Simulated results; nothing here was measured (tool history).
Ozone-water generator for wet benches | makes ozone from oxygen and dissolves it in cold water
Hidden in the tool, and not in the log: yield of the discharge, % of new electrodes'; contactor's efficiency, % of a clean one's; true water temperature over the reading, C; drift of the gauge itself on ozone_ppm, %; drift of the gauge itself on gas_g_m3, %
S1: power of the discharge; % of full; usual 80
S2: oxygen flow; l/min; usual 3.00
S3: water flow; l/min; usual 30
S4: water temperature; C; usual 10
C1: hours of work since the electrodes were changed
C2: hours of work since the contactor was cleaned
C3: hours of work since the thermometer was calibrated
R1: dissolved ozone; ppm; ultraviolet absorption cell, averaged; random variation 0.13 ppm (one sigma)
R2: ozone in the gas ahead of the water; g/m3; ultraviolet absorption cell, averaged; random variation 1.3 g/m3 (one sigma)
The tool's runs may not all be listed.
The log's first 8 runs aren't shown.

| run | hour | S1 | S2 | S3 | S4 | C1 | C2 | C3 | R1 | R2 |
|---|---|---|---|---|---|---|---|---|---|---|
| 9 | 181.4 | 80 | 1.55 | 30 | 10 | 954 | 3410 | 2221 | 11.2 | 312.6 |
| 10 | 202.5 | 80 | 1.55 | 30 | 10 | 971 | 3427 | 2238 | 11.1 | 312.2 |
| 11 | 225.6 | 80 | 1.55 | 19 | 10 | 990 | 3446 | 2256 | 17.9 | 313.0 |
| 12 | 243.9 | 80 | 1.55 | 19 | 10 | 1005 | 3461 | 2271 | 17.9 | 311.4 |
| 13 | 262.4 | 80 | 1.55 | 19 | 10 | 1020 | 3475 | 2286 | 18.0 | 314.3 |
| 14 | 282.8 | 80 | 1.55 | 19 | 10 | 1036 | 3492 | 2302 | 17.7 | 313.5 |
| 15 | 310.7 | 80 | 1.55 | 19 | 10 | 1059 | 3514 | 2325 | 17.8 | 314.1 |
| 16 | 341.3 | 80 | 4.19 | 30 | 10 | 1083 | 3539 | 2350 | 17.0 | 212.2 |
| 17 | 360.3 | 80 | 4.19 | 30 | 10 | 1099 | 3554 | 2365 | 17.3 | 212.4 |
| 18 | 380.7 | 80 | 3.00 | 30 | 12 | 1115 | 3571 | 2381 | 14.9 | 243.5 |
| 19 | 404.2 | 80 | 4.36 | 30 | 12 | 1134 | 3590 | 2400 | 17.1 | 208.4 |
| 20 | 431.5 | 80 | 4.36 | 30 | 12 | 1156 | 3612 | 2422 | 17.0 | 208.7 |
| 21 | 465.3 | 80 | 4.36 | 30 | 15 | 1183 | 3639 | 2450 | 16.5 | 210.8 |
| 22 | 492.2 | 80 | 2.41 | 27 | 5 | 1205 | 3661 | 2471 | 15.7 | 266.9 |
| 23 | 508.8 | 80 | 2.41 | 27 | 5 | 1218 | 3674 | 2485 | 15.8 | 265.9 |
| 24 | 532.1 | 80 | 2.52 | 30 | 10 | 1237 | 3693 | 2503 | 14.1 | 257.9 |
| 25 | 551.2 | 65 | 3.52 | 48 | 15 | 1253 | 3708 | 2519 | 8.4 | 203.2 |
| 26 | 569.5 | 65 | 3.52 | 48 | 15 | 1267 | 3723 | 2534 | 8.5 | 202.7 |
| 27 | 587.7 | 65 | 3.52 | 48 | 8 | 1282 | 3738 | 2548 | 9.0 | 202.0 |
| 28 | 613.5 | 59 | 3.00 | 22 | 10 | 1303 | 3759 | 2569 | 17.2 | 205.5 |
| 29 | 640.6 | 59 | 3.55 | 30 | 10 | 1325 | 3780 | 2591 | 13.8 | 190.2 |
| 30 | 659.9 | 80 | 3.00 | 30 | 6 | 1340 | 3796 | 2606 | 15.3 | 241.2 |
| 31 | 684.4 | 80 | 3.00 | 46 | 5 | 1360 | 3816 | 2626 | 9.9 | 241.4 |
| 32 | 706.5 | 85 | 3.00 | 46 | 5 | 1378 | 3834 | 2644 | 10.4 | 250.5 |

Forecast each of these 5 alternatives for the next run:
| A | 735.2 | 85 | 2.31 | 34 | 5 | 1401 | 3857 | 2667 | ? | ? |
| B | 735.2 | 41 | 3.00 | 46 | 5 | 1401 | 3857 | 2667 | ? | ? |
| C | 735.2 | 85 | 3.41 | 46 | 5 | 1401 | 3857 | 2667 | ? | ? |
| D | 735.2 | 50 | 3.00 | 30 | 7 | 1401 | 3857 | 2667 | ? | ? |
| E | 735.2 | 91 | 2.23 | 31 | 5 | 1401 | 3857 | 2667 | ? | ? |

| run | R1 | R2 |
|---|---|---|
| A | 12.4 | 275.7 |
| B | 6.9 | 166.7 |
| C | 10.8 | 236.8 |
| D | 11.8 | 186.7 |
| E | 14.2 | 291.9 |
Without the tool's hidden state the same runs would have given:
| run | R1 | R2 |
|---|---|---|
| A | 12.5 | 275.8 |
| B | 6.9 | 166.7 |
| C | 10.9 | 236.9 |
| D | 11.8 | 186.8 |
| E | 14.2 | 292.1 |

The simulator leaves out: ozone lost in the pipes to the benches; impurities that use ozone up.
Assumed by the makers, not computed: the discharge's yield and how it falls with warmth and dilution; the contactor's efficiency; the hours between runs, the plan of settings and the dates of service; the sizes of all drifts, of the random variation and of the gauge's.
